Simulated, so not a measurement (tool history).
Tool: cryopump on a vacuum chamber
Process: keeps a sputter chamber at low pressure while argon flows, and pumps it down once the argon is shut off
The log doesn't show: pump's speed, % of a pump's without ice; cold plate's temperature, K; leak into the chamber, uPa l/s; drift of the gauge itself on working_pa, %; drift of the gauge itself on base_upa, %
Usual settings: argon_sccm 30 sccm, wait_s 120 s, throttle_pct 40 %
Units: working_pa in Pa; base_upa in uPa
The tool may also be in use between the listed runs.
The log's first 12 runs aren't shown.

run,hour,argon_sccm,wait_s,throttle_pct,hours of work since the pump was warmed up and emptied,hours of work since the cold head was overhauled,hours of work since the chamber's fittings were tightened,working_pa,base_upa
13,436.9,26,120,40,412,1660,369,0.0866,1.07
14,480.5,26,120,40,451,1699,408,0.0862,1.04
15,501.6,26,120,40,470,1717,427,0.0878,1.04
16,548.5,25,120,40,511,1759,468,0.0861,1.10
17,591.5,30,120,40,549,1797,506,0.1035,1.07
# hour 632.1: pump warmed up, emptied and cooled again
18,636.5,30,120,40,4,1832,541,0.0902,1.00
19,676.8,30,120,40,39,1868,577,0.0924,0.97
20,718.2,39,296,40,76,1904,614,0.1175,0.71
21,752.4,39,33,40,106,1934,644,0.1198,2.40
22,779.2,39,33,26,130,1958,667,0.1843,2.41
23,800.6,52,79,40,149,1977,686,0.1618,1.30
24,836.2,30,38,28,180,2008,718,0.1325,2.21
25,873.5,16,83,39,213,2041,751,0.0521,1.34
26,909.3,30,120,18,245,2073,782,0.2055,1.13
27,954.8,30,120,16,285,2113,823,0.2323,1.11
28,982.5,37,91,17,310,2138,847,0.2707,1.34
29,1023.7,37,252,16,346,2174,883,0.2898,0.88
30,1068.5,29,94,38,386,2214,923,0.1003,1.33
31,1117.0,31,121,38,428,2257,966,0.1070,1.21
32,1139.2,40,120,17,448,2276,986,0.2952,1.24
33,1159.4,40,120,17,466,2294,1003,0.2973,1.18
34,1192.9,40,120,17,495,2324,1033,0.2993,1.29
35,1221.4,15,100,20,521,2349,1058,0.0971,1.47

Forecast each of these 3 alternatives for the next run:
A,1249.6,30,129,40,546,2374,1083,?,?
B,1249.6,17,48,16,546,2374,1083,?,?
C,1249.6,30,22,16,546,2374,1083,?,?

run,working_pa,base_upa
A,0.1044,1.31
B,0.1355,2.12
C,0.2390,3.72
Without the tool's hidden state the same runs would have given:
run,working_pa,base_upa
A,0.0900,0.73
B,0.1273,1.54
C,0.2246,3.15

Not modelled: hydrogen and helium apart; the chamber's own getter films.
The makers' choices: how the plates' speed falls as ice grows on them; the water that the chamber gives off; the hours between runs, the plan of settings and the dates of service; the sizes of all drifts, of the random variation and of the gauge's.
